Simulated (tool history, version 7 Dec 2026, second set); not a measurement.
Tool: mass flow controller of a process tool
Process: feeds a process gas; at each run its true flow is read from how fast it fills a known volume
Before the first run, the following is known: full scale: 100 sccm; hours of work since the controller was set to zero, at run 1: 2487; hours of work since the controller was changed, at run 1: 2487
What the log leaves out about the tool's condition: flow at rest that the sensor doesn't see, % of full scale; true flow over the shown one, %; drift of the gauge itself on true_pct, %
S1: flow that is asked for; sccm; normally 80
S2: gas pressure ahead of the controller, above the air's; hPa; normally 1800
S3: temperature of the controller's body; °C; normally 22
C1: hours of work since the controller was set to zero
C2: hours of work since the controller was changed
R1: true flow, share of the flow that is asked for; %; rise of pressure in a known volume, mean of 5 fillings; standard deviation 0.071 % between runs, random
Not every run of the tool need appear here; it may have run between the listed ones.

run,hour,S1,S2,S3,C1,C2,R1
1,0,80,1800,22,2487,2487,99.62
2,274.4,80,1800,22,2702,2702,99.59
3,564.5,80,1700,22,2929,2929,99.69
4,792.2,80,1800,22,3107,3107,99.46
5,946.6,80,1800,22,3228,3228,99.5
6,1216.8,80,1800,22,3439,3439,99.58
7,1344.3,80,1800,22,3539,3539,99.55
8,1487.8,80,1800,22,3651,3651,99.62
9,1647.8,80,1800,22,3777,3777,99.71
10,1813.5,80,1800,22,3906,3906,99.71
11,2056.9,80,1800,22,4097,4097,99.74
12,2333.8,80,1800,22,4314,4314,99.87
13,2551.1,80,1800,22,4484,4484,99.59
14,2809.5,80,1800,22,4686,4686,99.91
15,3081,80,1800,22,4898,4898,99.7
16,3210.8,80,1800,22,5000,5000,99.86
# hour 3232.9: controller's zero set anew
17,3375.5,80,1800,22,112,5128,100.67
18,3563.7,80,1800,22,259,5276,100.49
19,3686.5,80,1800,22,355,5372,100.61
20,3894.4,80,1800,22,518,5534,100.61
21,4118.7,80,1800,22,693,5710,100.76
22,4403.2,80,1800,22,916,5933,100.7
23,4565.7,80,1800,22,1043,6060,100.61
24,4855.9,80,1800,28,1270,6287,100.57
25,5108.6,80,1800,28,1468,6485,100.51
26,5401.6,80,1410,30,1697,6714,100.59
27,5525.4,80,1410,30,1794,6811,100.57
28,5812.7,80,1800,37,2019,7036,100.43
29,5935.4,80,1420,31,2115,7132,100.66
30,6088.7,80,1420,31,2235,7252,100.74
31,6346.3,80,1420,31,2437,7453,100.64
32,6576.3,80,1420,31,2617,7633,100.74
33,6806.3,42,1740,23,2797,7813,99.19
34,6972.8,40,1740,26,2927,7944,98.85
35,7242.2,36,2260,22,3138,8155,98.65
36,7508.3,61,2230,22,3346,8363,99.93
37,7704.7,50,2500,22,3500,8517,99.37
38,7944.7,50,2500,22,3688,8704,99.32
39,8067.7,14,1440,28,3784,8801,95.26

Forecast run 40:
40,8258.1,80,2530,22,3933,8950,?

{"run 40": {"R1": 100.89}}
Were there no unlogged condition in the tool, this run, its random variation unchanged, would have produced R1 99.37 %.
